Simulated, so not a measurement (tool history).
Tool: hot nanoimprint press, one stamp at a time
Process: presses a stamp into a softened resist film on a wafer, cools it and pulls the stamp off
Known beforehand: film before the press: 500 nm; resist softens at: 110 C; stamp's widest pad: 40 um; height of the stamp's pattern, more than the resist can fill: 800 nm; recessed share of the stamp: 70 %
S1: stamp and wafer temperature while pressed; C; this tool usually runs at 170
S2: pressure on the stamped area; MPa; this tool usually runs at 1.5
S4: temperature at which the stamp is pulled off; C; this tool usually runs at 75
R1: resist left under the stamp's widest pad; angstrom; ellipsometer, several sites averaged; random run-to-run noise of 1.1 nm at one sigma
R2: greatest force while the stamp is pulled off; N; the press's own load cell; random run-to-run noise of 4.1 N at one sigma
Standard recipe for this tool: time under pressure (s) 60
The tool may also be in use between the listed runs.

{"run": 1, "hour": 0.0, "S1": 170, "S2": 1.5, "time under pressure (s)": 60, "S4": 75, "R1": 2798, "R2": 266}
{"run": 2, "hour": 9.1, "S1": 170, "S2": 1.02, "time under pressure (s)": 60, "S4": 75, "R1": 3324, "R2": 259}
{"run": 3, "hour": 14.1, "S1": 170, "S2": 1.5, "time under pressure (s)": 60, "S4": 75, "R1": 2781, "R2": 270}
{"run": 4, "hour": 24.6, "S1": 170, "S2": 1.09, "time under pressure (s)": 60, "S4": 75, "R1": 3249, "R2": 261}
{"run": 5, "hour": 31.0, "S1": 170, "S2": 1.09, "time under pressure (s)": 60, "S4": 75, "R1": 3247, "R2": 272}
{"run": 6, "hour": 41.1, "S1": 170, "S2": 1.09, "time under pressure (s)": 60, "S4": 75, "R1": 3233, "R2": 266}
{"run": 7, "hour": 46.9, "S1": 170, "S2": 1.09, "time under pressure (s)": 60, "S4": 75, "R1": 3261, "R2": 269}
{"run": 8, "hour": 54.2, "S1": 170, "S2": 1.09, "time under pressure (s)": 60, "S4": 75, "R1": 3241, "R2": 272}
{"run": 9, "hour": 61.3, "S1": 170, "S2": 1.09, "time under pressure (s)": 60, "S4": 75, "R1": 3276, "R2": 272}
{"run": 10, "hour": 71.7, "S1": 170, "S2": 1.09, "time under pressure (s)": 60, "S4": 82, "R1": 3294, "R2": 260}
{"run": 11, "hour": 77.6, "S1": 170, "S2": 1.06, "time under pressure (s)": 60, "S4": 82, "R1": 3297, "R2": 261}
{"run": 12, "hour": 86.3, "S1": 170, "S2": 1.06, "time under pressure (s)": 60, "S4": 82, "R1": 3319, "R2": 265}
{"run": 13, "hour": 91.6, "S1": 170, "S2": 1.5, "time under pressure (s)": 60, "S4": 75, "R1": 2849, "R2": 289}
{"run": 14, "hour": 98.3, "S1": 170, "S2": 1.5, "time under pressure (s)": 60, "S4": 75, "R1": 2818, "R2": 272}
{"run": 15, "hour": 108.7, "S1": 170, "S2": 1.14, "time under pressure (s)": 60, "S4": 75, "R1": 3259, "R2": 279}
{"run": 16, "hour": 116.2, "S1": 170, "S2": 1.24, "time under pressure (s)": 55, "S4": 75, "R1": 3184, "R2": 284}
{"run": 17, "hour": 125.2, "S1": 166, "S2": 0.99, "time under pressure (s)": 60, "S4": 82, "R1": 3965, "R2": 272}
{"run": 18, "hour": 131.0, "S1": 176, "S2": 2.06, "time under pressure (s)": 60, "S4": 79, "R1": 1727, "R2": 288}
{"run": 19, "hour": 140.7, "S1": 181, "S2": 2.2, "time under pressure (s)": 83, "S4": 70, "R1": 1138, "R2": 296}
{"run": 20, "hour": 148.6, "S1": 170, "S2": 0.97, "time under pressure (s)": 46, "S4": 79, "R1": 3667, "R2": 278}
{"hour": 155.0, "done": "plate thermocouple calibrated"}
{"run": 21, "hour": 158.8, "S1": 170, "S2": 0.91, "time under pressure (s)": 32, "S4": 79, "R1": 3797, "R2": 275}
{"run": 22, "hour": 163.2, "S1": 170, "S2": 0.91, "time under pressure (s)": 58, "S4": 79, "R1": 3335, "R2": 285}
{"run": 23, "hour": 167.5, "S1": 170, "S2": 1.5, "time under pressure (s)": 86, "S4": 79, "R1": 2341, "R2": 282}
{"run": 24, "hour": 173.9, "S1": 170, "S2": 1.5, "time under pressure (s)": 101, "S4": 79, "R1": 2238, "R2": 278}
{"run": 25, "hour": 181.3, "S1": 170, "S2": 1.4, "time under pressure (s)": 60, "S4": 75, "R1": 2742, "R2": 287}
{"run": 26, "hour": 190.1, "S1": 170, "S2": 1.95, "time under pressure (s)": 60, "S4": 75, "R1": 2292, "R2": 292}
{"run": 27, "hour": 196.1, "S1": 170, "S2": 1.95, "time under pressure (s)": 60, "S4": 75, "R1": 2293, "R2": 288}
{"run": 28, "hour": 200.6, "S1": 170, "S2": 2.12, "time under pressure (s)": 60, "S4": 69, "R1": 2192, "R2": 305}
{"run": 29, "hour": 210.4, "S1": 159, "S2": 2.12, "time under pressure (s)": 62, "S4": 66, "R1": 3779, "R2": 321}

Forecast each of these 3 alternatives for the next run:
{"run": "A", "hour": 219.8, "S1": 170, "S2": 1.5, "time under pressure (s)": 38, "S4": 75, "R1": "?", "R2": "?"}
{"run": "B", "hour": 219.8, "S1": 161, "S2": 2.12, "time under pressure (s)": 85, "S4": 63, "R1": "?", "R2": "?"}
{"run": "C", "hour": 219.8, "S1": 173, "S2": 1.5, "time under pressure (s)": 83, "S4": 75, "R1": "?", "R2": "?"}

run=A R1=3034 R2=303
run=B R1=3257 R2=319
run=C R1=2016 R2=297
With the hidden condition removed and each run's random variation left untouched, the same runs would have given:
run=A R1=3006 R2=233
run=B R1=3222 R2=245
run=C R1=1994 R2=228

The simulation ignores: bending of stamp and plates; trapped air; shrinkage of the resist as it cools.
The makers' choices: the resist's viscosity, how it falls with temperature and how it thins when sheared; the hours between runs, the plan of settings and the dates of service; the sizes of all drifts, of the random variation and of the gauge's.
